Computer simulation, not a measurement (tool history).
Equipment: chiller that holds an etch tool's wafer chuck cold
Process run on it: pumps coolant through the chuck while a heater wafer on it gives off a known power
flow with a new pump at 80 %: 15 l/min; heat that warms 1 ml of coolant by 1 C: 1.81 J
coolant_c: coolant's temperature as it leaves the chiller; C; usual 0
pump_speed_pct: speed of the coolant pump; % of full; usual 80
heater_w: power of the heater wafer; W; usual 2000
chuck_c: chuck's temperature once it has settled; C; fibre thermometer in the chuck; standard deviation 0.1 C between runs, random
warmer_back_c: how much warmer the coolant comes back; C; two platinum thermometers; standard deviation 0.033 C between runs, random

| run | day | coolant_c | pump_speed_pct | heater_w | chuck_c | warmer_back_c |
|---|---|---|---|---|---|---|
| 1 | 0 | 0 | 80 | 2000 | 17.3 | 4.42 |
| 2 | 0.925 | 0 | 80 | 2000 | 17.4 | 4.41 |
| 3 | 1.821 | 0 | 80 | 2000 | 17.2 | 4.42 |
| 4 | 2.667 | 0 | 80 | 2000 | 17.3 | 4.47 |
| 5 | 3.462 | 0 | 80 | 2000 | 17.3 | 4.44 |
| 6 | 4.829 | 0 | 80 | 1257 | 10.8 | 2.78 |
| 7 | 5.55 | 0 | 80 | 2000 | 17.3 | 4.48 |
| 8 | 6.792 | 0 | 80 | 1541 | 13.3 | 3.49 |
| 9 | 7.462 | 0 | 80 | 1541 | 13.1 | 3.51 |
| 10 | 8.288 | -7 | 80 | 2000 | 10.3 | 4.49 |
| 11 | 9.408 | -7 | 80 | 2530 | 14.9 | 5.66 |
| 12 | 10.854 | 6 | 80 | 2000 | 23.1 | 4.53 |
| 13 | 11.475 | 6 | 80 | 2000 | 23.1 | 4.52 |
| 14 | 12.633 | 6 | 80 | 2000 | 23.4 | 4.57 |
| 15 | 13.612 | 0 | 75 | 2000 | 18.1 | 4.87 |
| 16 | 14.667 | 0 | 80 | 2000 | 17.2 | 4.59 |
| 17 | 15.504 | -7 | 80 | 1952 | 9.9 | 4.46 |
| 18 | 16.729 | -7 | 80 | 1952 | 9.8 | 4.5 |
| 19 | 17.579 | -7 | 80 | 1952 | 10.1 | 4.46 |
| 20 | 18.796 | -7 | 80 | 1952 | 9.7 | 4.45 |
| 21 | 19.946 | -7 | 80 | 1952 | 10 | 4.5 |
|  | 20.067 | gauge calibrated |
| 22 | 21.275 | -7 | 80 | 1952 | 9.9 | 4.3 |
| 23 | 22.021 | -7 | 89 | 1952 | 8.7 | 3.88 |
| 24 | 23.167 | 0 | 70 | 2608 | 24.4 | 6.64 |
| 25 | 24.188 | -5 | 87 | 1126 | 4.2 | 2.34 |
| 26 | 25.254 | 0 | 77 | 2966 | 26.3 | 6.86 |
| 27 | 26.404 | 9 | 66 | 2795 | 36 | 7.69 |
| 28 | 27.404 | 9 | 66 | 2795 | 35.9 | 7.68 |
| 29 | 28.1 | -2 | 63 | 1423 | 12.1 | 4.17 |
| 30 | 29.125 | -2 | 63 | 1423 | 12.1 | 4.18 |
| 31 | 29.912 | -2 | 63 | 1423 | 12.1 | 4.19 |

Some steps in warmer_back_c between neighbouring runs. How much of each would the tool show without its hidden state too (settings, what came in, random variation), and how much is left for the hidden state, with any gauge scatter that isn't in both results?
Hidden state present: heat passed by the chuck's channels, % of clean ones'; flow at a given pump speed, % of a new pump's; coolant's true temperature over the reading, C; drift of the gauge itself on chuck_c, C; drift of the gauge itself on warmer_back_c, C.
Run 7 -> 8: heater_w 2000 -> 1541. warmer_back_c -0.99 C: hidden state +0.02, all else -1.01.
Run 11 -> 12: coolant_c -7 -> 6, heater_w 2530 -> 2000. warmer_back_c -1.13 C: hidden state +0.02, all else -1.15.
Run 21 -> 22: gauge calibrated. warmer_back_c -0.2 C: hidden state -0.18, all else -0.02.
Run 24 -> 25: coolant_c 0 -> -5, pump_speed_pct 70 -> 87, heater_w 2608 -> 1126. warmer_back_c -4.3 C: hidden state +0.01, all else -4.31.
Run 25 -> 26: coolant_c -5 -> 0, pump_speed_pct 87 -> 77, heater_w 1126 -> 2966. warmer_back_c +4.52 C: hidden state +0.02, all else +4.5.
Run 28 -> 29: coolant_c 9 -> -2, pump_speed_pct 66 -> 63, heater_w 2795 -> 1423. warmer_back_c -3.51 C: hidden state +0.01, all else -3.52.
